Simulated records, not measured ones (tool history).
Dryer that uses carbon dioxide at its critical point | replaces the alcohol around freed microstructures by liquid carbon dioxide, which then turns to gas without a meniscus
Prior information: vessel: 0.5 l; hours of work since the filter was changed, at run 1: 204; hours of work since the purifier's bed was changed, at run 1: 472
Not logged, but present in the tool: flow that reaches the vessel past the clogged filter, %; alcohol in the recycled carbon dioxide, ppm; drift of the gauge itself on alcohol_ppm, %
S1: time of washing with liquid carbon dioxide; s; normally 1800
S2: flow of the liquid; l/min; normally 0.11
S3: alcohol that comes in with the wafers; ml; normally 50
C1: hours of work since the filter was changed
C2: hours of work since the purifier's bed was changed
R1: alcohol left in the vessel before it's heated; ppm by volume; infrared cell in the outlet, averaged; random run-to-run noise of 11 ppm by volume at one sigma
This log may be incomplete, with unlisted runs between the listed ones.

| run | day | S1 | S2 | S3 | C1 | C2 | R1 |
|---|---|---|---|---|---|---|---|
| 1 | 0 | 1800 | 0.11 | 50 | 204 | 472 | 953 |
| 2 | 1.233 | 1800 | 0.11 | 50 | 223 | 491 | 976 |
| 3 | 2.854 | 1800 | 0.11 | 42 | 247 | 515 | 848 |
| 4 | 3.829 | 1800 | 0.11 | 42 | 262 | 530 | 861 |
| 5 | 6.05 | 1800 | 0.11 | 42 | 295 | 563 | 920 |
| 6 | 7.95 | 1800 | 0.11 | 42 | 323 | 591 | 976 |
| 7 | 9.829 | 1800 | 0.11 | 42 | 351 | 619 | 1019 |
| 8 | 11.129 | 1800 | 0.11 | 42 | 371 | 639 | 1034 |
| 9 | 12.862 | 1440 | 0.11 | 42 | 397 | 665 | 2596 |
|  | 13.267 | inlet filter changed |
| 10 | 14.567 | 1920 | 0.11 | 50 | 19 | 690 | 496 |
| 11 | 16.246 | 1920 | 0.11 | 50 | 45 | 715 | 534 |
| 12 | 17.646 | 1920 | 0.11 | 50 | 66 | 736 | 543 |
|  | 18.642 | purifier's bed changed |
| 13 | 19.308 | 1920 | 0.162 | 50 | 89 | 10 | 58 |
| 14 | 20.396 | 1800 | 0.11 | 50 | 105 | 26 | 763 |
| 15 | 21.938 | 1800 | 0.11 | 51 | 128 | 49 | 791 |
| 16 | 23.6 | 1800 | 0.11 | 51 | 153 | 74 | 827 |
| 17 | 25.25 | 1800 | 0.11 | 51 | 178 | 99 | 843 |
| 18 | 27.271 | 1800 | 0.11 | 51 | 208 | 129 | 927 |
| 19 | 28.275 | 1800 | 0.11 | 51 | 223 | 144 | 922 |
| 20 | 30.262 | 1800 | 0.11 | 51 | 253 | 174 | 1011 |
| 21 | 31.362 | 1800 | 0.11 | 51 | 269 | 190 | 1012 |
| 22 | 33.471 | 1440 | 0.168 | 48 | 301 | 222 | 412 |
| 23 | 35.021 | 1140 | 0.086 | 28 | 324 | 245 | 5713 |
| 24 | 36.867 | 2460 | 0.151 | 50 | 351 | 273 | 53 |
| 25 | 38.221 | 1560 | 0.151 | 100 | 372 | 293 | 1067 |
| 26 | 39.875 | 1740 | 0.094 | 75 | 397 | 318 | 3708 |
|  | 40.304 | inlet filter changed |
| 27 | 41.746 | 1200 | 0.094 | 57 | 22 | 345 | 6395 |
| 28 | 42.896 | 1200 | 0.094 | 57 | 39 | 362 | 6479 |
| 29 | 44.108 | 1200 | 0.094 | 57 | 57 | 381 | 6566 |
| 30 | 45.333 | 2100 | 0.086 | 50 | 75 | 399 | 1077 |

4 options for the next run, each taken on its own from the tool as it stands now. Forecast them:
| A | 47.171 | 1560 | 0.113 | 50 | 103 | 426 | ? |
| B | 47.171 | 1140 | 0.169 | 61 | 103 | 426 | ? |
| C | 47.171 | 1320 | 0.11 | 48 | 103 | 426 | ? |
| D | 47.171 | 2340 | 0.11 | 50 | 103 | 426 | ? |

| run | R1 |
|---|---|
| A | 1306 |
| B | 1156 |
| C | 2637 |
| D | 203 |
The same runs, with their run-to-run variation unchanged, on a tool lacking any hidden condition would have given:
| run | R1 |
|---|---|
| A | 1069 |
| B | 931 |
| C | 2251 |
| D | 137 |
